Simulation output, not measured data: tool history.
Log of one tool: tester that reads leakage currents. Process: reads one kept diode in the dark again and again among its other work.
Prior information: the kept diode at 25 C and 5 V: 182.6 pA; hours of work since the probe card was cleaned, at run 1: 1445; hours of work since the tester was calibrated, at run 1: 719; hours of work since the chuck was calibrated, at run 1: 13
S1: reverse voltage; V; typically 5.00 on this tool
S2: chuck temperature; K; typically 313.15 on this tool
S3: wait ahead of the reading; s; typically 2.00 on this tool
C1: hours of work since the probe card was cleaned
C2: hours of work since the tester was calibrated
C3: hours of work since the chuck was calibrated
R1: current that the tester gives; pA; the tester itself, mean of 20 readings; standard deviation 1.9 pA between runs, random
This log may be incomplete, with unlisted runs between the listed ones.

run	hour	S1	S2	S3	C1	C2	C3	R1
1	0.0	5.00	313.15	2.00	1445	719	13	616.60
2	26.4	5.00	313.15	2.00	1456	731	25	614.09
3	65.8	5.00	313.15	2.00	1474	748	42	613.41
4	107.7	5.00	313.15	2.00	1492	766	60	612.33
5	129.4	5.00	313.15	2.00	1501	775	69	616.37
6	164.6	5.00	313.15	2.00	1516	791	84	612.62
7	212.6	5.00	313.15	2.00	1537	811	105	612.29
8	234.5	5.00	313.15	2.00	1547	821	115	610.15
9	276.4	5.00	313.15	2.00	1565	839	133	608.67
10	298.6	5.00	326.15	2.00	1574	849	143	1616.32
11	341.4	5.00	326.15	2.00	1593	867	161	1608.74
12	388.7	5.00	326.15	2.00	1613	888	182	1609.95
13	429.7	5.00	326.15	2.00	1631	905	199	1608.00
14	457.6	5.00	313.15	1.46	1643	918	211	609.77
15	505.1	5.62	313.15	0.36	1664	938	232	641.28
16	545.7	6.99	313.15	0.46	1681	956	250	686.94
17	567.8	5.36	293.15	0.46	1691	965	259	123.31
18	605.5	5.36	293.15	1.27	1707	982	275	120.06
19	626.0	5.00	321.15	0.74	1716	990	284	1117.16
20	649.1	9.78	321.15	0.74	1726	1000	294	1400.80
21	671.1	11.66	322.15	3.42	1736	1010	304	1594.62

Had the tool no unlogged condition, and each run kept its random variation, what would the results have been?
Unlogged tool condition in this case: stray current of the dirty probe card, pA a volt; current scale over the true one, %; true chuck temperature over the reading, C; drift of the gauge itself on leakage_pa, %.
run	R1
1	623.38
2	621.16
3	620.89
4	620.29
5	624.61
6	621.22
7	621.41
8	619.50
9	618.46
10	1642.68
11	1636.24
12	1638.75
13	1637.93
14	621.63
15	654.20
16	701.14
17	125.45
18	122.27
19	1142.14
20	1432.10
21	1630.66
